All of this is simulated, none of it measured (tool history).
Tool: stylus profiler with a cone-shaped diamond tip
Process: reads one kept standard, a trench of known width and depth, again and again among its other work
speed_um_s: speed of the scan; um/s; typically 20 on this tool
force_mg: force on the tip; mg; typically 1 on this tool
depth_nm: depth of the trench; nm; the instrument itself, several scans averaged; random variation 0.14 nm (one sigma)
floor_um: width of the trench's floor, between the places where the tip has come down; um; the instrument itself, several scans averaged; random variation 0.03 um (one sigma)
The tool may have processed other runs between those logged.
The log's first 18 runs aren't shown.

run	hour	speed_um_s	force_mg	depth_nm	floor_um
19	227.6	20	0.34	502.24	24.99
20	235.2	20	0.34	502.25	24.94
21	250	7	0.34	502.43	25.04
22	266.3	7	0.34	502.2	25.03
23	284.2	7	0.34	502.38	25.1
24	294.1	7	0.34	502.3	25.1
25	303.1	13	1.11	504.72	25.07
26	311.8	71	1.4	505.52	24.76

Estimate the outcome of run 27 from the log above:
27	323.2	71	1.4	?	?

Run 27 gave depth_nm 505.29 nm, floor_um 24.75 um.
Were there no unlogged condition in the tool, this run, its random variation unchanged, would have produced depth_nm 504.91 nm, floor_um 25.3 um.
